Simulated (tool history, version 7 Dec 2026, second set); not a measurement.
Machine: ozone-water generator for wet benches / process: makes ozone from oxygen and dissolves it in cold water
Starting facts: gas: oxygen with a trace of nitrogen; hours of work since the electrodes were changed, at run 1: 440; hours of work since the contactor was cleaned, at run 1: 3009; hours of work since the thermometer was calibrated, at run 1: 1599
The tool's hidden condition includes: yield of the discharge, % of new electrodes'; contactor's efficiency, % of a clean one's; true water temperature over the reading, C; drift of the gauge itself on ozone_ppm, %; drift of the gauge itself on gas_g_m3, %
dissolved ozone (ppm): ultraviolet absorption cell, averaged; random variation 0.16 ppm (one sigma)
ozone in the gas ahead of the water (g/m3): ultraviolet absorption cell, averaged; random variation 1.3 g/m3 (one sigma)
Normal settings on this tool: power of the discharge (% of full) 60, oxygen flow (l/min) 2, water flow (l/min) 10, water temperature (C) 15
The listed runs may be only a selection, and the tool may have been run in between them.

| run | day | power of the discharge (% of full) | oxygen flow (l/min) | water flow (l/min) | water temperature (C) | hours of work since the electrodes were changed | hours of work since the contactor was cleaned | hours of work since the thermometer was calibrated | dissolved ozone (ppm) | ozone in the gas ahead of the water (g/m3) |
|---|---|---|---|---|---|---|---|---|---|---|
| 1 | 0 | 60 | 2 | 10 | 15 | 440 | 3009 | 1599 | 19.4 | 237.6 |
| 2 | 1.6 | 60 | 2 | 10 | 15 | 470 | 3039 | 1630 | 19.5 | 238 |
| 3 | 2.55 | 60 | 2 | 10 | 15 | 488 | 3058 | 1648 | 19.7 | 234.9 |
| 4 | 3.888 | 62 | 2 | 10 | 15 | 514 | 3083 | 1674 | 19.9 | 240.5 |
| 5 | 4.717 | 62 | 2 | 10 | 15 | 530 | 3099 | 1689 | 19.7 | 239.5 |
| 6 | 6.121 | 62 | 2 | 9 | 15 | 557 | 3126 | 1716 | 22 | 240.3 |
| 7 | 6.8 | 60 | 2 | 10 | 13 | 570 | 3139 | 1729 | 19.8 | 236.5 |
| 8 | 7.796 | 81 | 2 | 10 | 15 | 589 | 3158 | 1748 | 22.7 | 276.1 |
| 9 | 9.196 | 42 | 1.22 | 7 | 15 | 615 | 3184 | 1775 | 21.7 | 251.8 |
| 10 | 10.217 | 60 | 2 | 10 | 11 | 635 | 3204 | 1794 | 20.4 | 235.7 |
| 11 | 11.588 | 54 | 2.54 | 8 | 23 | 661 | 3230 | 1820 | 19.9 | 197.1 |
| 12 | 12.3 | 54 | 2.54 | 8 | 23 | 674 | 3244 | 1834 | 20.2 | 195.7 |
| 13 | 13.862 | 54 | 2.54 | 8 | 23 | 704 | 3273 | 1864 | 20.2 | 195.5 |
| 14 | 15.404 | 60 | 1.53 | 10 | 15 | 734 | 3303 | 1893 | 18.7 | 272.3 |

Alternative continuations, all from the tool just after run 14; predict every row:
| A | 16.267 | 98 | 1.96 | 10 | 15 | 750 | 3319 | 1910 | ? | ? |
| B | 16.267 | 60 | 2 | 7 | 18 | 750 | 3319 | 1910 | ? | ? |
| C | 16.267 | 47 | 2 | 13 | 15 | 750 | 3319 | 1910 | ? | ? |
| D | 16.267 | 76 | 1.53 | 10 | 7 | 750 | 3319 | 1910 | ? | ? |

| run | dissolved ozone (ppm) | ozone in the gas ahead of the water (g/m3) |
|---|---|---|
| A | 25.5 | 309.7 |
| B | 25.9 | 235.5 |
| C | 12.6 | 205.3 |
| D | 22.7 | 310.6 |
Had the tool no hidden state, the same runs would have come out as:
| run | dissolved ozone (ppm) | ozone in the gas ahead of the water (g/m3) |
|---|---|---|
| A | 27.1 | 319.8 |
| B | 27.1 | 241.4 |
| C | 13.3 | 209.6 |
| D | 24 | 319.5 |
